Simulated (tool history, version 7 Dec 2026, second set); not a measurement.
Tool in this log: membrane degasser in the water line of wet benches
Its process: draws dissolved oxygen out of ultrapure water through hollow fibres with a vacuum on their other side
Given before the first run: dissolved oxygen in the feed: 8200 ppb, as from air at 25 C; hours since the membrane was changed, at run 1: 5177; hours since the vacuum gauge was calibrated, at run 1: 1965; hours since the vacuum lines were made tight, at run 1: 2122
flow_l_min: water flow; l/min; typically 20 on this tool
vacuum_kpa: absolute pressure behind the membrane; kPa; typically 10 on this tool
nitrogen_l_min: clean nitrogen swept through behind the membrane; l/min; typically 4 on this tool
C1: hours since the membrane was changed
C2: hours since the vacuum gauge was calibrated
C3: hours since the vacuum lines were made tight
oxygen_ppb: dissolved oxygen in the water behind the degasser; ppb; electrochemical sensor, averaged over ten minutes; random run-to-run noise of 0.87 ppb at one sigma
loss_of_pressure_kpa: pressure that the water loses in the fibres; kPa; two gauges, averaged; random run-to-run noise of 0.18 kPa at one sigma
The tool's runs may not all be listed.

run 1 hour=0 | flow_l_min=20 vacuum_kpa=10 nitrogen_l_min=4 | C1=5177 C2=1965 C3=2122 | oxygen_ppb=90.7 loss_of_pressure_kpa=36.12
run 2 hour=138.2 | flow_l_min=20 vacuum_kpa=7.3 nitrogen_l_min=4 | C1=5315 C2=2103 C3=2260 | oxygen_ppb=56.3 loss_of_pressure_kpa=36.42
run 3 hour=283 | flow_l_min=20 vacuum_kpa=7.3 nitrogen_l_min=4 | C1=5460 C2=2248 C3=2405 | oxygen_ppb=55.7 loss_of_pressure_kpa=36.18
run 4 hour=432.4 | flow_l_min=20 vacuum_kpa=7.3 nitrogen_l_min=4 | C1=5609 C2=2397 C3=2555 | oxygen_ppb=56.6 loss_of_pressure_kpa=36.34
run 5 hour=523.6 | flow_l_min=20 vacuum_kpa=10 nitrogen_l_min=4 | C1=5701 C2=2488 C3=2646 | oxygen_ppb=89.2 loss_of_pressure_kpa=36.18
run 6 hour=647.7 | flow_l_min=20 vacuum_kpa=10 nitrogen_l_min=4 | C1=5825 C2=2612 C3=2770 | oxygen_ppb=89.6 loss_of_pressure_kpa=36.38
run 7 hour=738.5 | flow_l_min=20 vacuum_kpa=10 nitrogen_l_min=4 | C1=5915 C2=2703 C3=2861 | oxygen_ppb=90.7 loss_of_pressure_kpa=36.72
run 8 hour=863.4 | flow_l_min=20 vacuum_kpa=10 nitrogen_l_min=4 | C1=6040 C2=2828 C3=2986 | oxygen_ppb=88.9 loss_of_pressure_kpa=36.82
run 9 hour=961.8 | flow_l_min=20 vacuum_kpa=10 nitrogen_l_min=4 | C1=6139 C2=2927 C3=3084 | oxygen_ppb=89.8 loss_of_pressure_kpa=36.7
run 10 hour=1114.7 | flow_l_min=20 vacuum_kpa=6.8 nitrogen_l_min=4 | C1=6292 C2=3079 C3=3237 | oxygen_ppb=50.7 loss_of_pressure_kpa=36.64
run 11 hour=1192.4 | flow_l_min=20 vacuum_kpa=10 nitrogen_l_min=5.94 | C1=6369 C2=3157 C3=3315 | oxygen_ppb=62.9 loss_of_pressure_kpa=36.38
run 12 hour=1297.8 | flow_l_min=20 vacuum_kpa=10 nitrogen_l_min=4 | C1=6475 C2=3263 C3=3420 | oxygen_ppb=89.7 loss_of_pressure_kpa=36.36
run 13 hour=1372.1 | flow_l_min=20 vacuum_kpa=10 nitrogen_l_min=4 | C1=6549 C2=3337 C3=3494 | oxygen_ppb=92.5 loss_of_pressure_kpa=36.38
run 14 hour=1491.1 | flow_l_min=20 vacuum_kpa=19.7 nitrogen_l_min=4 | C1=6668 C2=3456 C3=3613 | oxygen_ppb=208.1 loss_of_pressure_kpa=36.58
run 15 hour=1569.5 | flow_l_min=20 vacuum_kpa=19.7 nitrogen_l_min=4 | C1=6746 C2=3534 C3=3692 | oxygen_ppb=211.6 loss_of_pressure_kpa=36.55
-- hour=1584.8 vacuum gauge calibrated
run 16 hour=1683.3 | flow_l_min=20 vacuum_kpa=19.7 nitrogen_l_min=4 | C1=6860 C2=99 C3=3805 | oxygen_ppb=210.8 loss_of_pressure_kpa=36.64
run 17 hour=1812.9 | flow_l_min=26 vacuum_kpa=21.5 nitrogen_l_min=4 | C1=6989 C2=228 C3=3935 | oxygen_ppb=297 loss_of_pressure_kpa=47.4
run 18 hour=1953.7 | flow_l_min=20 vacuum_kpa=10 nitrogen_l_min=4 | C1=7130 C2=369 C3=4075 | oxygen_ppb=92.4 loss_of_pressure_kpa=36.67
run 19 hour=2059.7 | flow_l_min=17 vacuum_kpa=11.2 nitrogen_l_min=1.63 | C1=7236 C2=475 C3=4181 | oxygen_ppb=206.4 loss_of_pressure_kpa=31.4
-- hour=2214.2 vacuum gauge calibrated, once more
run 20 hour=2234.6 | flow_l_min=20 vacuum_kpa=10.5 nitrogen_l_min=6.81 | C1=7411 C2=20 C3=4356 | oxygen_ppb=59.2 loss_of_pressure_kpa=36.94
run 21 hour=2316.7 | flow_l_min=20 vacuum_kpa=10.5 nitrogen_l_min=6.81 | C1=7493 C2=103 C3=4438 | oxygen_ppb=60.5 loss_of_pressure_kpa=36.98
run 22 hour=2450.9 | flow_l_min=20 vacuum_kpa=18.5 nitrogen_l_min=5.21 | C1=7627 C2=237 C3=4572 | oxygen_ppb=151.9 loss_of_pressure_kpa=37.28
run 23 hour=2570.2 | flow_l_min=20 vacuum_kpa=18.5 nitrogen_l_min=5.21 | C1=7746 C2=356 C3=4691 | oxygen_ppb=155.7 loss_of_pressure_kpa=36.93
run 24 hour=2684.3 | flow_l_min=19 vacuum_kpa=21.1 nitrogen_l_min=4 | C1=7860 C2=470 C3=4806 | oxygen_ppb=215 loss_of_pressure_kpa=35.1
run 25 hour=2771.3 | flow_l_min=14 vacuum_kpa=23 nitrogen_l_min=4.56 | C1=7947 C2=557 C3=4892 | oxygen_ppb=158.5 loss_of_pressure_kpa=25.81

For run 26, what comes out?
run 26 hour=2938.8 | flow_l_min=14 vacuum_kpa=23 nitrogen_l_min=4.56 | C1=8115 C2=725 C3=5060 | oxygen_ppb=? loss_of_pressure_kpa=?

Run 26 came out at oxygen_ppb 158.4 ppb, loss_of_pressure_kpa 26 kPa.
The same run, on a tool lacking any hidden state, would have yielded oxygen_ppb 148.9 ppb, loss_of_pressure_kpa 24.46 kPa.
